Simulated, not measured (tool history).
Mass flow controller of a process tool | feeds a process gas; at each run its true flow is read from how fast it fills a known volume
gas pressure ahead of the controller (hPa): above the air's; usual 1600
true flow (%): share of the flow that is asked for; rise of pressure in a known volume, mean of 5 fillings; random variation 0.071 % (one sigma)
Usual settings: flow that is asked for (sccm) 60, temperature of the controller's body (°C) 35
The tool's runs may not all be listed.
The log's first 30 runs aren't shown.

| run | day | flow that is asked for (sccm) | gas pressure ahead of the controller (hPa) | temperature of the controller's body (°C) | hours of work since the controller was set to zero | hours of work since the controller was changed | true flow (%) |
|---|---|---|---|---|---|---|---|
| 31 | 186.808 | 60 | 2410 | 24 | 1035 | 5371 | 100.31 |
| 32 | 191.554 | 60 | 2410 | 24 | 1090 | 5426 | 100.33 |
| 33 | 199.133 | 93 | 1600 | 21 | 1178 | 5514 | 100.16 |
| 34 | 205.254 | 60 | 1700 | 39 | 1249 | 5585 | 101.7 |
| 35 | 210.388 | 11 | 1600 | 28 | 1308 | 5645 | 98.25 |
| 36 | 216.471 | 60 | 2760 | 35 | 1379 | 5715 | 101.84 |
| 37 | 223.383 | 27 | 2190 | 22 | 1459 | 5796 | 99.26 |
| 38 | 231.2 | 27 | 2190 | 22 | 1550 | 5886 | 99.23 |

Forecast each of these 4 alternatives for the next run:
| A | 235.888 | 27 | 2190 | 26 | 1604 | 5941 | ? |
| B | 235.888 | 98 | 2190 | 22 | 1604 | 5941 | ? |
| C | 235.888 | 27 | 2100 | 22 | 1604 | 5941 | ? |
| D | 235.888 | 16 | 1530 | 33 | 1604 | 5941 | ? |

| run | true flow (%) |
|---|---|
| A | 99.66 |
| B | 100.6 |
| C | 99.12 |
| D | 99.19 |
Without the tool's hidden state the same runs would have given:
| run | true flow (%) |
|---|---|
| A | 99.41 |
| B | 99.66 |
| C | 98.87 |
| D | 99.59 |
